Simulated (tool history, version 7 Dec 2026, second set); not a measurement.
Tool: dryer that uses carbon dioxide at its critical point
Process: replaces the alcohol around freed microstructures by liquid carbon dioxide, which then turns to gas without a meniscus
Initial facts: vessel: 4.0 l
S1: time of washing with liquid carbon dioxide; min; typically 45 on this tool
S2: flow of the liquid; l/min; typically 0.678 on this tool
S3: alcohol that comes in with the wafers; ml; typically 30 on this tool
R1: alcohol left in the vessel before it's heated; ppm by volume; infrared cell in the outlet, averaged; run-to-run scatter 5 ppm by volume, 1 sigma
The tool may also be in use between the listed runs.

run    hour  S1     S2   S3    R1
  1     0.0  45  0.678   30   210
       64.2  -- purifier's bed changed
  2    64.3  45  0.678   30    23
  3   112.9  45  0.678   30    33
  4   170.4  45  0.678   30    36
  5   232.2  45  0.678  100    94
  6   269.7  45  0.678   30    64
      326.9  -- inlet filter changed
  7   335.6  46  0.678   30    58
  8   389.3  46  0.678   30    74
  9   418.3  46  0.678   30    84
 10   447.5  32  0.678   30   153
 11   510.7  32  0.678   30   176
 12   550.6  32  0.678   30   173
 13   595.7  35  0.417   72  1096
 14   651.6  63  0.947   46    98
 15   694.4  63  0.947   46   112
 16   747.5  55  0.678  118   127
      757.4  -- inlet filter changed
 17   792.0  51  0.446   80   304
 18   833.5  51  0.446   80   314
 19   886.1  45  0.648   30   151
 20   921.6  45  0.648   30   164
 21   951.5  45  0.442   30   288
 22  1011.0  62  0.448   21   162

Expected results for the next run?
 23  1039.8  62  0.448  45   ?

Run 23 gave R1 203 ppm by volume.
Take away the tool's hidden state, keep the run-to-run variation as it was, and the same run would have given R1 36 ppm by volume.

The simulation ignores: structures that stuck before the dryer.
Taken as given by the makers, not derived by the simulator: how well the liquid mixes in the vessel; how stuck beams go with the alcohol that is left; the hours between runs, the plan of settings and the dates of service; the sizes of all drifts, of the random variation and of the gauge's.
